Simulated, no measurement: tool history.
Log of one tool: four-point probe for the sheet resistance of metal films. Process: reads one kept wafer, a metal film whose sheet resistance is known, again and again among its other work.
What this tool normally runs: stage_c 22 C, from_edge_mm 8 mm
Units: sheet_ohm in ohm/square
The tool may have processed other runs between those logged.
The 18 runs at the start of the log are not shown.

run      day  stage_c  from_edge_mm  touches since the probe head was changed  hours of work since the stage's thermometer was calibrated  sheet_ohm
 19   69.721       26             8                                    140506                                                        1695   0.040932
 20   73.633       24             8                                    143688                                                        1739   0.040923
 21   79.021       24             8                                    148067                                                        1800   0.040926
 22   82.725       22            14                                    151080                                                        1842   0.040815
 23   87.442       22            14                                    154911                                                        1895   0.040831
 24   92.883       35             3                                    159334                                                        1957   0.041621
 25   96.346       35             3                                    162148                                                        1996   0.041632
 26   99.642       29            11                                    164829                                                        2033   0.040959
 27  103.362       28             5                                    167852                                                        2075   0.041132
 28  106.058       22             8                                    170044                                                        2105   0.040874
 29  110.775       22             8                                    173878                                                        2159   0.040879
     114.317  -- new probe head fitted
 30  114.829       21             3                                       417                                                        2204    0.04136
 31  118.625       21             3                                      3503                                                        2247    0.04135
 32  122.683       20            24                                      6803                                                        2292   0.040747
 33  127.567       20            24                                     10771                                                        2348   0.040751
 34  132.221       20            24                                     14556                                                        2400   0.040743
 35  136.267       22            14                                     17844                                                        2446   0.040804
 36  139.021       24             8                                     20080                                                        2477   0.040884
 37  143.388       22            27                                     23631                                                        2526   0.040782
 38  148.017       22             9                                     27394                                                        2578   0.040851
 39  151.246       22             9                                     30020                                                        2615    0.04084
 40  154.808       22             8                                     32914                                                        2655   0.040853

Run 41 has not been measured yet. What should we expect?
     156.375  -- stage's thermometer calibrated
 41  159.288       22             8                                     36539                                                          33          ?

sheet_ohm: 0.04085 ohm/square
With no hidden state in the tool, this same run would have given sheet_ohm 0.040855 ohm/square.
